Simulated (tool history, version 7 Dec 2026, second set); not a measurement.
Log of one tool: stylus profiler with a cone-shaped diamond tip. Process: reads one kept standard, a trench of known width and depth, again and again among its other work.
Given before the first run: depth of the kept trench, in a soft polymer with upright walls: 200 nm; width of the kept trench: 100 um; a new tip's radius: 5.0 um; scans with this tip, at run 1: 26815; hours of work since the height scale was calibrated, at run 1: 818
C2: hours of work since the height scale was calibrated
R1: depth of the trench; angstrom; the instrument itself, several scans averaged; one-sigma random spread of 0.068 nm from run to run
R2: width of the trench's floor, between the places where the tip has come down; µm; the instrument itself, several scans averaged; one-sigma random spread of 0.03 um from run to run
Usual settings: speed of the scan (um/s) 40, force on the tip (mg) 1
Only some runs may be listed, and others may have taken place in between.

Run 1, hour 0: usual settings; scans with this tip 26815; C2 818. Result: R1 2019.4 angstrom, R2 96.12 µm.
Run 2, hour 54.3: usual settings; scans with this tip 27229; C2 851. Result: R1 2020.9 angstrom, R2 96.03 µm.
Run 3, hour 139.2: usual settings but speed of the scan (um/s) 16; scans with this tip 27876; C2 904. Result: R1 2023.2 angstrom, R2 96.21 µm.
Run 4, hour 177: usual settings; scans with this tip 28164; C2 928. Result: R1 2021.4 angstrom, R2 96.08 µm.
Run 5, hour 233: usual settings; scans with this tip 28591; C2 962. Result: R1 2022.1 angstrom, R2 96.03 µm.
Run 6, hour 311.4: usual settings; scans with this tip 29188; C2 1011. Result: R1 2022.3 angstrom, R2 96.06 µm.
Run 7, hour 352.5: usual settings; scans with this tip 29502; C2 1036. Result: R1 2022 angstrom, R2 96.02 µm.
Run 8, hour 430.1: usual settings; scans with this tip 30093; C2 1084. Result: R1 2023.5 angstrom, R2 96.04 µm.
Run 9, hour 497.1: usual settings but speed of the scan (um/s) 86, force on the tip (mg) 1.91; scans with this tip 30603; C2 1126. Result: R1 2030.2 angstrom, R2 95.85 µm.
Run 10, hour 574.1: usual settings but speed of the scan (um/s) 57, force on the tip (mg) 1.27; scans with this tip 31191; C2 1174. Result: R1 2024.6 angstrom, R2 95.89 µm.
Run 11, hour 645.5: usual settings but speed of the scan (um/s) 57, force on the tip (mg) 1.27; scans with this tip 31735; C2 1218. Result: R1 2025.5 angstrom, R2 95.88 µm.
Run 12, hour 705.6: usual settings but speed of the scan (um/s) 101, force on the tip (mg) 2.37; scans with this tip 32193; C2 1255. Result: R1 2034.5 angstrom, R2 95.69 µm.
Run 13, hour 793: usual settings but speed of the scan (um/s) 17, force on the tip (mg) 1.28; scans with this tip 32858; C2 1309. Result: R1 2027.5 angstrom, R2 96.09 µm.
At hour 809.9: height scale calibrated on a step standard.
Run 14, hour 884.6: usual settings but speed of the scan (um/s) 11, force on the tip (mg) 1.28; scans with this tip 33553; C2 46. Result: R1 2017.1 angstrom, R2 96.17 µm.
Run 15, hour 953.6: usual settings but speed of the scan (um/s) 16, force on the tip (mg) 0.79; scans with this tip 34079; C2 89. Result: R1 2014.1 angstrom, R2 96.12 µm.

5 ways to go on from here, each from the tool as it stands after run 15. What would each give?
Run A, hour 1032.1: usual settings but speed of the scan (um/s) 16, force on the tip (mg) 0.39; scans with this tip 34677; C2 138. Result: R1 ?, R2 ?.
Run B, hour 1032.1: usual settings but speed of the scan (um/s) 152, force on the tip (mg) 2.63; scans with this tip 34677; C2 138. Result: R1 ?, R2 ?.
Run C, hour 1032.1: usual settings but speed of the scan (um/s) 39, force on the tip (mg) 0.52; scans with this tip 34677; C2 138. Result: R1 ?, R2 ?.
Run D, hour 1032.1: usual settings but speed of the scan (um/s) 51, force on the tip (mg) 2.96; scans with this tip 34677; C2 138. Result: R1 ?, R2 ?.
Run E, hour 1032.1: usual settings but speed of the scan (um/s) 78, force on the tip (mg) 0.75; scans with this tip 34677; C2 138. Result: R1 ?, R2 ?.

run      R1     R2
  A    2009  95.97
  B  2028.6   95.5
  C    2011  95.73
  D  2030.2  95.99
  E  2012.2  95.54
With no hidden state in the tool, these same runs would have given:
run      R1     R2
  A  2007.6  96.97
  B  2027.2   96.5
  C  2009.6  96.73
  D  2028.8  96.98
  E  2010.8  96.53
